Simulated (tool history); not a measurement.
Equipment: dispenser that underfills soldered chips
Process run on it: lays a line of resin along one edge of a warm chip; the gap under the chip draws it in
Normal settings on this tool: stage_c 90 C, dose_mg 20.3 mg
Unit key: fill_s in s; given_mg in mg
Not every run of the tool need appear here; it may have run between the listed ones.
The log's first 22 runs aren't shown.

{"run": 23, "day": 6.579, "stage_c": 95, "dose_mg": 24.8, "fill_s": 191.1, "given_mg": 23.42}
{"day": 6.808, "done": "new syringe of resin"}
{"run": 24, "day": 6.85, "stage_c": 95, "dose_mg": 24.8, "fill_s": 104.4, "given_mg": 23.21}
{"run": 25, "day": 7.25, "stage_c": 75, "dose_mg": 20.7, "fill_s": 304.0, "given_mg": 19.3}
{"day": 7.608, "done": "new syringe of resin"}
{"run": 26, "day": 7.65, "stage_c": 81, "dose_mg": 20.3, "fill_s": 154.8, "given_mg": 18.85}
{"run": 27, "day": 8.025, "stage_c": 103, "dose_mg": 22.9, "fill_s": 132.8, "given_mg": 21.05}
{"run": 28, "day": 8.312, "stage_c": 80, "dose_mg": 19.5, "fill_s": 368.6, "given_mg": 17.9}
{"day": 8.388, "done": "new syringe of resin"}
{"run": 29, "day": 8.671, "stage_c": 80, "dose_mg": 19.5, "fill_s": 213.5, "given_mg": 17.75}
{"run": 30, "day": 8.983, "stage_c": 94, "dose_mg": 26.4, "fill_s": 202.6, "given_mg": 23.68}
{"day": 9.196, "done": "new syringe of resin"}
{"run": 31, "day": 9.288, "stage_c": 94, "dose_mg": 26.4, "fill_s": 108.7, "given_mg": 23.74}
{"day": 9.621, "done": "dispensing valve cleaned and set on the balance"}
{"run": 32, "day": 9.646, "stage_c": 99, "dose_mg": 20.4, "fill_s": 145.9, "given_mg": 20.53}

3 options for the next run, each taken on its own from the tool as it stands now. Forecast them:
{"run": "A", "day": 9.896, "stage_c": 90, "dose_mg": 19.5, "fill_s": "?", "given_mg": "?"}
{"run": "B", "day": 9.896, "stage_c": 87, "dose_mg": 20.3, "fill_s": "?", "given_mg": "?"}
{"run": "C", "day": 9.896, "stage_c": 99, "dose_mg": 24.9, "fill_s": "?", "given_mg": "?"}

run=A fill_s=252.8 given_mg=19.36
run=B fill_s=273.4 given_mg=20.40
run=C fill_s=197.9 given_mg=24.79
Take away the tool's hidden state, keep each run's random variation, and the runs would have read:
run=A fill_s=107.9 given_mg=19.39
run=B fill_s=116.9 given_mg=20.43
run=C fill_s=84.6 given_mg=24.83
